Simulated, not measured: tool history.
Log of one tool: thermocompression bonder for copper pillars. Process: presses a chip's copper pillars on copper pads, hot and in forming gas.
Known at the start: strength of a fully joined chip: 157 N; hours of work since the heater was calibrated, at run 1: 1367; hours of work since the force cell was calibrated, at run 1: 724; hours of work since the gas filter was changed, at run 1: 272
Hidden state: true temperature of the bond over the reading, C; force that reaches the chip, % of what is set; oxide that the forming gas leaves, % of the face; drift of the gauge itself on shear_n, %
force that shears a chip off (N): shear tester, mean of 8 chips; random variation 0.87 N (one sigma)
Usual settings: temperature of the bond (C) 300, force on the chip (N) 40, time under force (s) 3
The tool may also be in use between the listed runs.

| run | day | temperature of the bond (C) | force on the chip (N) | time under force (s) | hours of work since the heater was calibrated | hours of work since the force cell was calibrated | hours of work since the gas filter was changed | force that shears a chip off (N) |
|---|---|---|---|---|---|---|---|---|
| 1 | 0 | 300 | 40 | 3 | 1367 | 724 | 272 | 100.1 |
| 2 | 0.629 | 300 | 40 | 3 | 1379 | 736 | 284 | 101.1 |
| 3 | 1.05 | 300 | 40 | 3 | 1387 | 744 | 292 | 97.8 |
| 4 | 1.65 | 300 | 24 | 3 | 1398 | 755 | 304 | 79.9 |
|  | 2.046 | forming gas filter changed |
| 5 | 2.496 | 300 | 24 | 3 | 1414 | 771 | 9 | 88.7 |
| 6 | 3.233 | 300 | 24 | 3 | 1428 | 785 | 23 | 87.9 |
| 7 | 3.979 | 300 | 24 | 3 | 1442 | 799 | 37 | 88.4 |
| 8 | 4.929 | 300 | 40 | 3 | 1461 | 817 | 55 | 107.6 |
|  | 5.925 | heater calibrated with a thermocouple chip |
| 9 | 5.925 | 300 | 40 | 7 | 0 | 835 | 72 | 124.6 |
| 10 | 6.738 | 300 | 26 | 3 | 16 | 850 | 88 | 86.2 |
| 11 | 7.592 | 300 | 26 | 3 | 32 | 866 | 104 | 85.6 |
| 12 | 8.296 | 300 | 26 | 3 | 45 | 880 | 118 | 85.5 |
| 13 | 8.867 | 277 | 40 | 3 | 56 | 891 | 128 | 81.1 |
| 14 | 9.65 | 277 | 40 | 3 | 71 | 906 | 143 | 80.1 |
| 15 | 10.15 | 290 | 40 | 3 | 81 | 915 | 153 | 92.3 |
| 16 | 11.046 | 300 | 40 | 3 | 98 | 932 | 170 | 101 |
| 17 | 11.658 | 300 | 40 | 3 | 109 | 944 | 182 | 99.2 |
| 18 | 12.625 | 300 | 40 | 3 | 128 | 962 | 200 | 98.3 |
| 19 | 13.417 | 300 | 40 | 3 | 143 | 978 | 215 | 98.3 |
| 20 | 13.975 | 300 | 40 | 3 | 153 | 988 | 226 | 99.3 |
| 21 | 14.962 | 312 | 31 | 3 | 172 | 1007 | 245 | 98.6 |
| 22 | 15.567 | 312 | 58 | 3 | 184 | 1019 | 256 | 119.1 |
| 23 | 16.05 | 293 | 40 | 3 | 193 | 1028 | 265 | 90.3 |
| 24 | 16.729 | 323 | 30 | 5 | 206 | 1041 | 278 | 114.1 |
|  | 16.846 | force cell calibrated |
| 25 | 17.6 | 323 | 30 | 5 | 221 | 14 | 294 | 113.9 |
| 26 | 18.046 | 323 | 30 | 5 | 230 | 23 | 302 | 114.2 |
|  | 18.488 | forming gas filter changed |
| 27 | 18.558 | 300 | 40 | 4 | 239 | 32 | 1 | 111.4 |
| 28 | 19.233 | 300 | 57 | 6 | 252 | 45 | 14 | 133.7 |
| 29 | 20 | 289 | 49 | 5 | 267 | 60 | 29 | 116.9 |
| 30 | 20.742 | 297 | 50 | 2 | 281 | 74 | 43 | 98.4 |
| 31 | 21.429 | 312 | 39 | 4 | 294 | 87 | 56 | 120.7 |
| 32 | 22.146 | 300 | 44 | 2 | 308 | 101 | 70 | 94.9 |
|  | 22.675 | force cell calibrated, once more |
| 33 | 22.675 | 300 | 44 | 2 | 317 | 0 | 79 | 98 |
| 34 | 23.517 | 326 | 56 | 9 | 333 | 16 | 95 | 148.4 |
| 35 | 23.958 | 326 | 56 | 9 | 341 | 24 | 103 | 146.8 |
| 36 | 24.496 | 328 | 25 | 8 | 351 | 35 | 113 | 130.9 |
| 37 | 25.496 | 300 | 39 | 2 | 370 | 54 | 132 | 91.6 |
| 38 | 26.308 | 300 | 39 | 2 | 386 | 69 | 148 | 91.1 |
| 39 | 27.238 | 290 | 40 | 2 | 404 | 87 | 166 | 82 |

Some steps in force that shears a chip off (N) between neighbouring runs. How much of each would the tool show without its hidden state too (settings, what came in, random variation), and how much is left for the hidden state, with any gauge scatter that isn't in both results?
Run 4 -> 5: forming gas filter changed. force that shears a chip off (N) +8.8: hidden state +8.6, all else +0.2.
Run 8 -> 9: time under force (s) 3 -> 7, heater calibrated with a thermocouple chip. force that shears a chip off (N) +17: hidden state -4.8, all else +21.8.
Run 9 -> 10: force on the chip (N) 40 -> 26, time under force (s) 7 -> 3. force that shears a chip off (N) -38.4: hidden state +0.5, all else -38.9.
Run 26 -> 27: temperature of the bond (C) 323 -> 300, force on the chip (N) 30 -> 40, time under force (s) 5 -> 4, forming gas filter changed. force that shears a chip off (N) -2.8: hidden state +13.3, all else -16.1.
Run 33 -> 34: temperature of the bond (C) 300 -> 326, force on the chip (N) 44 -> 56, time under force (s) 2 -> 9. force that shears a chip off (N) +50.4: hidden state -4.1, all else +54.5.
Run 36 -> 37: temperature of the bond (C) 328 -> 300, force on the chip (N) 25 -> 39, time under force (s) 8 -> 2. force that shears a chip off (N) -39.3: hidden state +1.8, all else -41.1.

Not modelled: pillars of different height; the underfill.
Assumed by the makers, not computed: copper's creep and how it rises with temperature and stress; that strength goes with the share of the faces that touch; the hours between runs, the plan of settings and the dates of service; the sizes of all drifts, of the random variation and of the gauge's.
